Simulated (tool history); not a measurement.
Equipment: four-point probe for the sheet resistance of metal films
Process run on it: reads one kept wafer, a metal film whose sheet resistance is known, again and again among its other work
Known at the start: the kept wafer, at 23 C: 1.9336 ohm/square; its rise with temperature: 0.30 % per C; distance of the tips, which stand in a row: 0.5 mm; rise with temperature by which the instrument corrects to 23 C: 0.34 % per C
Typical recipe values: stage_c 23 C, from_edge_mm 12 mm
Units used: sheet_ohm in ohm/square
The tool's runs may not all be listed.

run	hour	stage_c	from_edge_mm	sheet_ohm
1	0.0	23	12	1.936030
2	40.6	23	12	1.935195
3	76.1	23	12	1.935479
4	125.6	23	12	1.935635
5	178.7	31	12	1.929378
6	233.6	31	12	1.929247
7	284.1	31	12	1.929428
8	306.2	31	12	1.929285
9	333.7	31	12	1.929720
10	378.0	31	12	1.929728
11	416.4	31	12	1.929959
12	438.9	30	4	1.944273
13	492.5	18	4	1.953734
14	543.8	22	12	1.936402
15	571.3	25	73	1.931767
16	609.1	19	8	1.940676
17	663.3	30	4	1.944384
18	701.1	30	4	1.944133
19	750.7	20	7	1.941189
20	797.7	20	7	1.941238
21	829.8	33	3	1.955084

Alternative continuations, all from the tool just after run 21; predict every row:
A	866.8	28	10	?
B	866.8	29	5	?
C	866.8	24	12	?

run	sheet_ohm
A	1.932283
B	1.938547
C	1.934314
Without the tool's hidden state the same runs would have given:
run	sheet_ohm
A	1.932270
B	1.938534
C	1.934301
